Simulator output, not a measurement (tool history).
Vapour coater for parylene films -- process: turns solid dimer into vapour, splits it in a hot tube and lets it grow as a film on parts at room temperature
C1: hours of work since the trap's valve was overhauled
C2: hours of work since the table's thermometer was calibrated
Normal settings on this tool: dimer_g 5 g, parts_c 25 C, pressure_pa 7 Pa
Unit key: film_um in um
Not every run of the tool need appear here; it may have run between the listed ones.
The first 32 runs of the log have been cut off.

run 33 hour=618.7 | dimer_g=4 parts_c=25 pressure_pa=9.49 | C1=243 C2=1092 | film_um=0.798
run 34 hour=634.5 | dimer_g=4 parts_c=25 pressure_pa=9.49 | C1=257 C2=1106 | film_um=0.788
run 35 hour=653.3 | dimer_g=2 parts_c=20 pressure_pa=3.06 | C1=274 C2=1123 | film_um=0.525
run 36 hour=672.7 | dimer_g=6 parts_c=22 pressure_pa=7 | C1=292 C2=1140 | film_um=1.367
run 37 hour=690.4 | dimer_g=6 parts_c=20 pressure_pa=3.86 | C1=308 C2=1156 | film_um=1.558
-- hour=703 trap's valve overhauled
run 38 hour=718.6 | dimer_g=9 parts_c=18 pressure_pa=2.61 | C1=14 C2=1178 | film_um=2.597
run 39 hour=733.8 | dimer_g=3 parts_c=18 pressure_pa=5.52 | C1=28 C2=1192 | film_um=0.813
run 40 hour=745.7 | dimer_g=3 parts_c=18 pressure_pa=11.38 | C1=38 C2=1202 | film_um=0.768
run 41 hour=760 | dimer_g=3 parts_c=18 pressure_pa=11.38 | C1=51 C2=1215 | film_um=0.773
run 42 hour=774.1 | dimer_g=3 parts_c=18 pressure_pa=11.38 | C1=64 C2=1228 | film_um=0.777
run 43 hour=793.5 | dimer_g=2 parts_c=18 pressure_pa=4.72 | C1=81 C2=1245 | film_um=0.557
run 44 hour=808.9 | dimer_g=2 parts_c=32 pressure_pa=4.72 | C1=95 C2=1259 | film_um=0.34
run 45 hour=821.7 | dimer_g=2 parts_c=32 pressure_pa=4.72 | C1=107 C2=1271 | film_um=0.31
run 46 hour=844.9 | dimer_g=2 parts_c=25 pressure_pa=7 | C1=127 C2=1292 | film_um=0.403
run 47 hour=863.6 | dimer_g=2 parts_c=25 pressure_pa=7 | C1=144 C2=1308 | film_um=0.419

3 options for the next run, each taken on its own from the tool as it stands now. Forecast them:
run A hour=881.6 | dimer_g=5 parts_c=22 pressure_pa=2.01 | C1=160 C2=1325 | film_um=?
run B hour=881.6 | dimer_g=8 parts_c=33 pressure_pa=7 | C1=160 C2=1325 | film_um=?
run C hour=881.6 | dimer_g=5 parts_c=20 pressure_pa=6.37 | C1=160 C2=1325 | film_um=?

run=A film_um=1.246
run=B film_um=1.188
run=C film_um=1.238
The same runs, with their run-to-run variation unchanged, on a tool lacking any hidden condition would have given:
run=A film_um=1.247
run=B film_um=1.189
run=C film_um=1.239
